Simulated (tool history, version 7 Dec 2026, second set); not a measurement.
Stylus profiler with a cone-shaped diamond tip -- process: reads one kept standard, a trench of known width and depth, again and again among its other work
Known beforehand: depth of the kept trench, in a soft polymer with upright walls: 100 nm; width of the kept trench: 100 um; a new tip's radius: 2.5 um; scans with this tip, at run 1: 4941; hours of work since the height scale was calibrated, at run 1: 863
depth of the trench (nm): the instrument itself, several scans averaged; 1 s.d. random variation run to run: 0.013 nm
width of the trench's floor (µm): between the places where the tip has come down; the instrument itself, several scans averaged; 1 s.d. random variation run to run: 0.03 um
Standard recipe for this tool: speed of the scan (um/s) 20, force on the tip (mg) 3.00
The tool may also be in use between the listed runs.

run	hour	speed of the scan (um/s)	force on the tip (mg)	scans with this tip	hours of work since the height scale was calibrated	depth of the trench (nm)	width of the trench's floor (µm)
1	0.0	20	3.00	4941	863	101.25	98.50
2	34.2	20	3.00	5073	886	101.25	98.51
3	56.8	20	3.00	5160	901	101.26	98.47
4	74.9	9	3.00	5230	913	101.24	98.59
5	102.7	9	3.00	5338	932	101.24	98.56
6	119.8	9	3.00	5404	944	101.26	98.54
7	146.9	18	1.75	5509	962	100.86	98.48
8	171.6	7	3.00	5604	979	101.25	98.57
9	208.9	7	3.00	5748	1004	101.26	98.52
10	224.7	7	3.00	5810	1014	101.24	98.54
11	247.8	7	1.46	5899	1030	100.76	98.54
12	282.6	11	4.65	6033	1053	101.68	98.58

Here are 4 independent what-if runs from the current tool condition. What would each one return?
A	304.7	20	3.52	6119	1068	?	?
B	304.7	10	2.36	6119	1068	?	?
C	304.7	16	6.61	6119	1068	?	?
D	304.7	18	2.97	6119	1068	?	?

run	depth of the trench (nm)	width of the trench's floor (µm)
A	101.40	98.50
B	101.07	98.57
C	102.09	98.54
D	101.24	98.51
Take away the tool's hidden state, keep each run's random variation, and the runs would have read:
run	depth of the trench (nm)	width of the trench's floor (µm)
A	101.40	98.50
B	101.07	98.58
C	102.08	98.54
D	101.24	98.52

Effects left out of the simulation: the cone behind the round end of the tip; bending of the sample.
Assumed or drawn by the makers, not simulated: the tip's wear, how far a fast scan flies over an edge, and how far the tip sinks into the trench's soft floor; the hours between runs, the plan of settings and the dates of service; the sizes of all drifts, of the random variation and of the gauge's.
